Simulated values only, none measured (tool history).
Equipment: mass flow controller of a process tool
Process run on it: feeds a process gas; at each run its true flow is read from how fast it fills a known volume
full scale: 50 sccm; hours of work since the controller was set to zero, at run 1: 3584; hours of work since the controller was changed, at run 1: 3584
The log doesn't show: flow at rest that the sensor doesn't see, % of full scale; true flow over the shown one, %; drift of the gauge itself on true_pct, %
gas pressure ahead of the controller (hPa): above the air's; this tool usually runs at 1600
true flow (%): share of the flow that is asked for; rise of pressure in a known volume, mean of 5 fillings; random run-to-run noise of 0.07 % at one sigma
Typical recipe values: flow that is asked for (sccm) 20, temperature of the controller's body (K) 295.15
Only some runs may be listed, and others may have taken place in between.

| run | hour | flow that is asked for (sccm) | gas pressure ahead of the controller (hPa) | temperature of the controller's body (K) | hours of work since the controller was set to zero | hours of work since the controller was changed | true flow (%) |
|---|---|---|---|---|---|---|---|
| 1 | 0 | 20 | 1600 | 295.15 | 3584 | 3584 | 99.89 |
| 2 | 152.6 | 20 | 1600 | 295.15 | 3688 | 3688 | 100.03 |
| 3 | 276 | 20 | 1600 | 295.15 | 3773 | 3773 | 100 |
| 4 | 430.1 | 20 | 1600 | 295.15 | 3878 | 3878 | 100.19 |
| 5 | 519.4 | 20 | 1600 | 295.15 | 3939 | 3939 | 100.17 |
| 6 | 707.6 | 20 | 1600 | 295.15 | 4068 | 4068 | 100.05 |
| 7 | 841.9 | 20 | 1600 | 295.15 | 4160 | 4160 | 100.1 |
| 8 | 970.4 | 20 | 1600 | 301.15 | 4248 | 4248 | 100.14 |
| 9 | 1129.5 | 20 | 1600 | 310.15 | 4356 | 4356 | 99.79 |
| 10 | 1285.7 | 20 | 1600 | 295.15 | 4463 | 4463 | 100.3 |
| 11 | 1490.5 | 20 | 1600 | 295.15 | 4603 | 4603 | 100.4 |
| 12 | 1670.9 | 20 | 1600 | 302.15 | 4727 | 4727 | 100.03 |
| 13 | 1834.7 | 20 | 1600 | 302.15 | 4839 | 4839 | 100.28 |
| 14 | 2001.8 | 19 | 1600 | 302.15 | 4953 | 4953 | 100.35 |
| 15 | 2139.7 | 19 | 1600 | 302.15 | 5047 | 5047 | 100.42 |
| 16 | 2332.3 | 20 | 1600 | 295.15 | 5179 | 5179 | 100.57 |
| 17 | 2524.7 | 20 | 1600 | 295.15 | 5310 | 5310 | 100.71 |
| 18 | 2611.1 | 20 | 1600 | 295.15 | 5370 | 5370 | 100.69 |
| 19 | 2765.7 | 22 | 1600 | 295.15 | 5475 | 5475 | 100.52 |
| 20 | 2867.9 | 22 | 1600 | 295.15 | 5545 | 5545 | 100.61 |
| 21 | 2978.5 | 22 | 1600 | 295.15 | 5621 | 5621 | 100.59 |
| 22 | 3118.5 | 20 | 1600 | 297.15 | 5717 | 5717 | 100.57 |
| 23 | 3213.8 | 24 | 1600 | 297.15 | 5782 | 5782 | 100.55 |
| 24 | 3334.9 | 20 | 1600 | 295.15 | 5865 | 5865 | 100.73 |
| 25 | 3429.2 | 20 | 2250 | 295.15 | 5929 | 5929 | 100.62 |
| 26 | 3550.2 | 20 | 2770 | 304.15 | 6012 | 6012 | 100.37 |
| 27 | 3684.3 | 7 | 2770 | 304.15 | 6103 | 6103 | 105.66 |
| 28 | 3866.4 | 40 | 2510 | 294.15 | 6228 | 6228 | 100.25 |
| 29 | 3960.8 | 27 | 2390 | 295.15 | 6293 | 6293 | 100.35 |
| 30 | 4172.2 | 24 | 1710 | 309.15 | 6437 | 6437 | 100.32 |
| 31 | 4278.7 | 10 | 1600 | 295.15 | 6510 | 6510 | 103.87 |
| 32 | 4478.8 | 10 | 1600 | 295.15 | 6647 | 6647 | 104.03 |
| 33 | 4599 | 10 | 1600 | 295.15 | 6729 | 6729 | 104.15 |
| 34 | 4768.2 | 5 | 1670 | 298.15 | 6845 | 6845 | 110.94 |
|  | 4787.6 | controller's zero set anew |
| 35 | 4870.3 | 5 | 1670 | 298.15 | 57 | 6914 | 97.16 |
| 36 | 5034.5 | 5 | 1510 | 298.15 | 169 | 7026 | 97.16 |
| 37 | 5221.6 | 5 | 1510 | 298.15 | 297 | 7154 | 97.59 |
| 38 | 5334.6 | 5 | 1510 | 298.15 | 374 | 7232 | 97.62 |
| 39 | 5541.3 | 6 | 2390 | 293.15 | 515 | 7373 | 97.8 |
| 40 | 5738.2 | 45 | 2140 | 305.15 | 650 | 7508 | 98.59 |
| 41 | 5843.3 | 45 | 2140 | 296.15 | 722 | 7580 | 98.97 |
| 42 | 5986.5 | 45 | 2140 | 295.15 | 820 | 7677 | 98.82 |
| 43 | 6163.8 | 5 | 2140 | 301.15 | 941 | 7799 | 98.63 |
| 44 | 6326.8 | 5 | 2490 | 294.15 | 1053 | 7910 | 98.93 |
| 45 | 6425.5 | 5 | 2490 | 294.15 | 1120 | 7978 | 99.14 |
| 46 | 6548.9 | 15 | 2430 | 297.15 | 1204 | 8062 | 98.04 |
| 47 | 6724.2 | 14 | 2010 | 295.15 | 1324 | 8182 | 98.18 |
| 48 | 6840.9 | 14 | 2010 | 295.15 | 1404 | 8262 | 98.25 |
| 49 | 6986.9 | 20 | 1420 | 295.15 | 1504 | 8362 | 98.34 |

Hidden state or all else? Some run-to-run changes of true flow (%), split into what the settings, what came in and random variation would give without the hidden state, and what is left for the hidden state (with any gauge scatter that isn't in both results):
Run 27 -> 28: flow that is asked for (sccm) 7 -> 40, gas pressure ahead of the controller (hPa) 2770 -> 2510, temperature of the controller's body (K) 304.15 -> 294.15. true flow (%) -5.41: hidden state -7.38, all else +1.97.
Run 33 -> 34: flow that is asked for (sccm) 10 -> 5, gas pressure ahead of the controller (hPa) 1600 -> 1670, temperature of the controller's body (K) 295.15 -> 298.15. true flow (%) +6.79: hidden state +7.14, all else -0.35.
Run 34 -> 35: controller's zero set anew. true flow (%) -13.78: hidden state -13.85, all else +0.07.
